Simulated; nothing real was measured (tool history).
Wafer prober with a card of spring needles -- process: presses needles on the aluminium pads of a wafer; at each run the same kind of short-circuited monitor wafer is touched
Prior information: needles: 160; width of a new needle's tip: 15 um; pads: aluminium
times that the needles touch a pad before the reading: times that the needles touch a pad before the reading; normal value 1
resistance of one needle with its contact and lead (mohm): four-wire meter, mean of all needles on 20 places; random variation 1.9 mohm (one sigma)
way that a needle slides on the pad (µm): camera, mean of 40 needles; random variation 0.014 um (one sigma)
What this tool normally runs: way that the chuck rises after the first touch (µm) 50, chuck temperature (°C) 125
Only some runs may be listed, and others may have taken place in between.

run	hour	way that the chuck rises after the first touch (µm)	chuck temperature (°C)	times that the needles touch a pad before the reading	resistance of one needle with its contact and lead (mohm)	way that a needle slides on the pad (µm)
1	0.0	50	125	1	276	10.91
# hour 18.4: tips cleaned on abrasive film
# hour 41.4: tips cleaned on abrasive film
2	45.6	62	125	1	253	13.49
# hour 63.1: tips cleaned on abrasive film
# hour 85.5: tips cleaned on abrasive film
# hour 108.3: tips cleaned on abrasive film
3	122.0	62	125	1	290	13.42
# hour 131.3: tips cleaned on abrasive film
# hour 153.3: tips cleaned on abrasive film
# hour 171.3: height of the first contact set anew
# hour 176.0: tips cleaned on abrasive film
4	190.5	50	67	1	337	10.74
# hour 195.2: tips cleaned on abrasive film
# hour 213.7: tips cleaned on abrasive film
# hour 232.2: tips cleaned on abrasive film
5	237.4	50	67	1	299	10.66
# hour 251.2: tips cleaned on abrasive film
# hour 273.6: tips cleaned on abrasive film
# hour 292.1: tips cleaned on abrasive film
# hour 312.4: tips cleaned on abrasive film
6	312.4	50	67	1	214	10.57
# hour 330.3: height of the first contact set anew, once more
# hour 334.7: tips cleaned on abrasive film
# hour 356.9: tips cleaned on abrasive film
7	368.6	50	67	1	329	10.90
# hour 377.9: tips cleaned on abrasive film
# hour 400.8: tips cleaned on abrasive film
# hour 423.9: tips cleaned on abrasive film
8	431.7	63	125	1	283	13.68
# hour 445.6: tips cleaned on abrasive film
# hour 466.4: tips cleaned on abrasive film
9	474.5	50	125	1	319	10.81
# hour 488.4: tips cleaned on abrasive film
# hour 511.1: tips cleaned on abrasive film
# hour 516.0: height of the first contact set anew
# hour 529.9: tips cleaned on abrasive film
10	530.3	50	125	1	231	10.91
# hour 548.8: tips cleaned on abrasive film
# hour 567.3: tips cleaned on abrasive film
11	567.3	50	125	1	221	10.84
# hour 589.7: tips cleaned on abrasive film
# hour 608.2: tips cleaned on abrasive film
12	620.1	50	125	1	349	10.84
# hour 629.3: tips cleaned on abrasive film
# hour 650.0: tips cleaned on abrasive film
13	659.7	50	125	1	332	10.77
# hour 672.7: tips cleaned on abrasive film
# hour 694.5: tips cleaned on abrasive film
# hour 699.4: height of the first contact set anew
14	705.7	50	125	1	329	10.92
# hour 715.0: tips cleaned on abrasive film
# hour 736.5: tips cleaned on abrasive film
# hour 759.5: tips cleaned on abrasive film
15	763.1	50	33	1	284	10.91
# hour 780.6: tips cleaned on abrasive film
16	797.5	49	56	2	293	10.67
# hour 802.1: tips cleaned on abrasive film
# hour 824.3: tips cleaned on abrasive film
17	841.2	50	125	2	293	10.85
# hour 845.9: tips cleaned on abrasive film
# hour 868.4: tips cleaned on abrasive film
18	879.0	50	125	2	286	10.80
# hour 883.9: height of the first contact set anew
# hour 887.4: tips cleaned on abrasive film
# hour 908.8: tips cleaned on abrasive film
19	914.8	50	86	1	324	10.89
# hour 928.1: tips cleaned on abrasive film
# hour 948.4: tips cleaned on abrasive film
# hour 969.8: tips cleaned on abrasive film
20	977.2	50	86	1	318	10.84
# hour 991.1: tips cleaned on abrasive film
# hour 1013.6: tips cleaned on abrasive film
# hour 1035.6: tips cleaned on abrasive film
21	1044.1	46	125	2	302	9.92
# hour 1058.0: tips cleaned on abrasive film
# hour 1070.0: card fitted with new needles
# hour 1091.1: tips cleaned on abrasive film
22	1092.1	36	113	2	231	7.83
# hour 1112.9: tips cleaned on abrasive film
# hour 1134.5: tips cleaned on abrasive film
# hour 1157.2: tips cleaned on abrasive film
23	1171.5	50	125	1	303	10.85
# hour 1176.2: tips cleaned on abrasive film
# hour 1197.9: tips cleaned on abrasive film
# hour 1220.3: tips cleaned on abrasive film
24	1226.3	34	28	3	257	7.31
# hour 1239.7: tips cleaned on abrasive film
# hour 1252.9: height of the first contact set anew
# hour 1262.2: tips cleaned on abrasive film
# hour 1283.6: tips cleaned on abrasive film
25	1287.7	50	125	1	257	10.89
# hour 1303.6: tips cleaned on abrasive film
# hour 1325.3: tips cleaned on abrasive film
# hour 1348.2: tips cleaned on abrasive film
26	1351.5	33	89	2	275	7.11
# hour 1369.9: tips cleaned on abrasive film
# hour 1388.4: tips cleaned on abrasive film
# hour 1411.0: tips cleaned on abrasive film
27	1423.9	33	89	2	326	7.07
# hour 1433.1: tips cleaned on abrasive film
# hour 1438.0: height of the first contact set anew
# hour 1454.6: tips cleaned on abrasive film
# hour 1477.1: tips cleaned on abrasive film
28	1484.8	64	42	2	229	13.97
# hour 1497.2: tips cleaned on abrasive film
# hour 1515.7: tips cleaned on abrasive film
29	1524.7	64	42	2	229	13.93

Branching from run 29: 3 alternative next runs. What would each branch give?
# hour 1537.7: tips cleaned on abrasive film
# hour 1560.5: tips cleaned on abrasive film
A	1573.2	32	35	1	?	?
# hour 1537.7: tips cleaned on abrasive film
# hour 1560.5: tips cleaned on abrasive film
B	1573.2	48	109	3	?	?
# hour 1537.7: tips cleaned on abrasive film
# hour 1560.5: tips cleaned on abrasive film
C	1573.2	64	32	2	?	?

run	resistance of one needle with its contact and lead (mohm)	way that a needle slides on the pad (µm)
A	439	6.88
B	245	10.38
C	235	13.90
With no hidden state in the tool, these same runs would have given:
run	resistance of one needle with its contact and lead (mohm)	way that a needle slides on the pad (µm)
A	192	7.00
B	205	10.51
C	188	14.03

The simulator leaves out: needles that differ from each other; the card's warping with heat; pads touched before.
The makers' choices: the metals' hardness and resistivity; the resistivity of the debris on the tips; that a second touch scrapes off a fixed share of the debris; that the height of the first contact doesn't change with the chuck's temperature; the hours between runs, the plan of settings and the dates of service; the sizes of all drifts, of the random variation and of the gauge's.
